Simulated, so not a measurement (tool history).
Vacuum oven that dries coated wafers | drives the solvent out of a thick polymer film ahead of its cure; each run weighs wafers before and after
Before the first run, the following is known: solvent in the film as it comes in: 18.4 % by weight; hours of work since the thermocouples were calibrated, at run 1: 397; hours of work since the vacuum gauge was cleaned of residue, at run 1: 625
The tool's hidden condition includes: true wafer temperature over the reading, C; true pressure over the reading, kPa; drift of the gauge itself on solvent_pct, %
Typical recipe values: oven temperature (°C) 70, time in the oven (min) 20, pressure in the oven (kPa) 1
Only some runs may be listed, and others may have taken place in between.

run	hour	oven temperature (°C)	time in the oven (min)	pressure in the oven (kPa)	hours of work since the thermocouples were calibrated	hours of work since the vacuum gauge was cleaned of residue	solvent left in the film (%)
1	0	70	20	1	397	625	0.78
2	27.9	70	29	1	416	644	0.35
3	61.8	70	29	1	438	666	0.34
4	92.4	70	20	1	458	686	0.76
5	114.1	70	20	1	473	701	0.75
6	155.8	70	20	1	500	728	0.76
7	178.5	70	12	1	515	743	2.23
8	216.2	70	12	1	540	768	2.24
9	249.4	84	15	0.7	562	790	0.11

Predict the results of run 10:
10	276	84	15	0.7	580	808	?

solvent left in the film (%): 0.13
On a tool with no hidden condition, and with the same random variation, this run would have come out at solvent left in the film (%) 0.13.

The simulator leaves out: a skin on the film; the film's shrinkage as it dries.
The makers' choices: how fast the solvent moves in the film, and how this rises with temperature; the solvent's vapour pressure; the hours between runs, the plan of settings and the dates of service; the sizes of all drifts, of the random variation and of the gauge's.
